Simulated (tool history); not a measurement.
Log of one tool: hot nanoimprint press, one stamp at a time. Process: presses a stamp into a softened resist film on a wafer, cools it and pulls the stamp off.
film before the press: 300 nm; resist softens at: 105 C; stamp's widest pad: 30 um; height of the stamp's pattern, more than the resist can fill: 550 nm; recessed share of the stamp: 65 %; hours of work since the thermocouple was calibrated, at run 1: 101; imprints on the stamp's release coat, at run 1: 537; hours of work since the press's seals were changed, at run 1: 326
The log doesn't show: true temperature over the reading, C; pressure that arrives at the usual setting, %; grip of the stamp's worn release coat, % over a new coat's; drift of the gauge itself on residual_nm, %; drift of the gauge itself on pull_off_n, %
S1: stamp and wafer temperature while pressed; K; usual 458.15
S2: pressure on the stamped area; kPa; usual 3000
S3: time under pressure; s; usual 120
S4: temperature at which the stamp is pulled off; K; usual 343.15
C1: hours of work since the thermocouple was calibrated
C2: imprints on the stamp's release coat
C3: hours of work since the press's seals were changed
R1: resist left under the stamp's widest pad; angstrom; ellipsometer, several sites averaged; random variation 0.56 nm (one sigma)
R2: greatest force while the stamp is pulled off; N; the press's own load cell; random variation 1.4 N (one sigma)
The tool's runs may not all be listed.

| run | hour | S1 | S2 | S3 | S4 | C1 | C2 | C3 | R1 | R2 |
|---|---|---|---|---|---|---|---|---|---|---|
| 1 | 0 | 458.15 | 3000 | 120 | 343.15 | 101 | 537 | 326 | 1151 | 117 |
| 2 | 11.6 | 458.15 | 3000 | 120 | 343.15 | 108 | 560 | 333 | 1152 | 117 |
| 3 | 34.4 | 458.15 | 3000 | 120 | 343.15 | 120 | 604 | 345 | 1154 | 117 |
| 4 | 49.5 | 458.15 | 3000 | 120 | 343.15 | 128 | 634 | 354 | 1150 | 118 |
| 5 | 69 | 451.15 | 3000 | 120 | 343.15 | 139 | 671 | 364 | 1514 | 120 |
| 6 | 92.7 | 451.15 | 3000 | 120 | 343.15 | 152 | 717 | 377 | 1544 | 120 |
| 7 | 113.3 | 451.15 | 3000 | 120 | 343.15 | 164 | 757 | 389 | 1516 | 120 |

Run 8 comes next. What will it give?
| 8 | 132.1 | 467.15 | 3320 | 120 | 343.15 | 174 | 794 | 399 | ? | ? |

Run 8 gave R1 790 angstrom, R2 120 N.
Without the tool's hidden state the same run would have given R1 756 angstrom, R2 108 N.

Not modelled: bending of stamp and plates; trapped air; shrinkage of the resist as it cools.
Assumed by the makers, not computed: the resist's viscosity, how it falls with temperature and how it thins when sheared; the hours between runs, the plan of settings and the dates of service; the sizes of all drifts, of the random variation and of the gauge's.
